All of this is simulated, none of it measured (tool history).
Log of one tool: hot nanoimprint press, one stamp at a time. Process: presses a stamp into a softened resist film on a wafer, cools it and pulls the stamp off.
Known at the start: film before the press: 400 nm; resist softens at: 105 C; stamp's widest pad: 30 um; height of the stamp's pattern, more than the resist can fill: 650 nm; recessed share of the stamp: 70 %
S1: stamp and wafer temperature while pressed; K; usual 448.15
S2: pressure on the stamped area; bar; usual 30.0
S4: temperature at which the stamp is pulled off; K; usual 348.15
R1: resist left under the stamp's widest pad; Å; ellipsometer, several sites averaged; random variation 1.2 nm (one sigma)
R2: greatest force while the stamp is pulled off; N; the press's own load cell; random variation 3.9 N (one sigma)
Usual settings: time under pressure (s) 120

Run 1, day 0.000: usual settings. Result: R1 2466 Å, R2 270 N.
Run 2, day 1.796: usual settings. Result: R1 2447 Å, R2 277 N.
Run 3, day 3.221: usual settings. Result: R1 2453 Å, R2 278 N.
Run 4, day 4.583: usual settings. Result: R1 2445 Å, R2 291 N.
Run 5, day 6.204: usual settings. Result: R1 2443 Å, R2 304 N.
Run 6, day 7.833: usual settings. Result: R1 2466 Å, R2 301 N.
Run 7, day 8.754: usual settings but S1 460.15 K. Result: R1 1925 Å, R2 303 N.
At day 9.138: stamp cleaned and given a new release coat.
Run 8, day 9.975: usual settings. Result: R1 2476 Å, R2 190 N.
Run 9, day 10.962: usual settings. Result: R1 2474 Å, R2 193 N.
Run 10, day 12.396: usual settings but S1 444.15 K. Result: R1 2669 Å, R2 208 N.
Run 11, day 13.850: usual settings but S1 444.15 K. Result: R1 2692 Å, R2 214 N.
Run 12, day 15.458: usual settings but S1 444.15 K. Result: R1 2700 Å, R2 204 N.
Run 13, day 16.854: usual settings but S1 444.15 K. Result: R1 2691 Å, R2 214 N.
Run 14, day 18.196: usual settings but S1 442.15 K, S2 20.7 bar, time under pressure (s) 123. Result: R1 3156 Å, R2 213 N.
At day 19.900: plate thermocouple calibrated.
Run 15, day 19.900: usual settings but S1 442.15 K, S2 20.7 bar, time under pressure (s) 123. Result: R1 3122 Å, R2 218 N.
At day 20.312: press's hydraulic seals changed and the load cell set to zero.
Run 16, day 21.121: usual settings but S1 438.15 K, S2 41.5 bar, time under pressure (s) 146, S4 353.15 K. Result: R1 2404 Å, R2 195 N.
Run 17, day 22.588: usual settings but S1 438.15 K, S2 41.5 bar, time under pressure (s) 197, S4 353.15 K. Result: R1 2216 Å, R2 200 N.
Run 18, day 23.867: usual settings but S1 438.15 K, S2 41.5 bar, time under pressure (s) 197, S4 353.15 K. Result: R1 2210 Å, R2 215 N.
Run 19, day 24.912: usual settings but S1 456.15 K, S2 37.2 bar, time under pressure (s) 96, S4 339.15 K. Result: R1 1908 Å, R2 280 N.
Run 20, day 26.646: usual settings but S1 437.15 K, S2 40.7 bar, time under pressure (s) 61. Result: R1 3048 Å, R2 241 N.
Run 21, day 28.192: usual settings but S1 444.15 K, S4 346.15 K. Result: R1 2601 Å, R2 260 N.
Run 22, day 29.708: usual settings but S1 444.15 K, S4 340.15 K. Result: R1 2586 Å, R2 306 N.
Run 23, day 31.338: usual settings but S1 442.15 K, time under pressure (s) 192, S4 336.15 K. Result: R1 2370 Å, R2 329 N.
Run 24, day 32.917: usual settings but S1 456.15 K, S2 37.2 bar, time under pressure (s) 66, S4 345.15 K. Result: R1 2164 Å, R2 285 N.
Run 25, day 34.471: usual settings but S1 456.15 K, S2 45.2 bar, time under pressure (s) 216, S4 354.15 K. Result: R1 1345 Å, R2 236 N.
Run 26, day 35.467: usual settings but S1 455.15 K, S2 23.0 bar, S4 341.15 K. Result: R1 2368 Å, R2 308 N.

Forecast each of these 3 alternatives for the next run:
Run A, day 37.125: usual settings but S1 455.15 K, S2 35.8 bar, S4 341.15 K. Result: R1 ?, R2 ?.
Run B, day 37.125: usual settings but S1 455.15 K, S2 18.2 bar, S4 341.15 K. Result: R1 ?, R2 ?.
Run C, day 37.125: usual settings but S1 453.15 K, S2 23.0 bar, time under pressure (s) 96, S4 340.15 K. Result: R1 ?, R2 ?.

run    R1   R2
  A  1899  331
  B  2635  316
  C  2608  331
Without the tool's hidden state the same runs would have given:
run    R1   R2
  A  1863  221
  B  2600  211
  C  2570  221
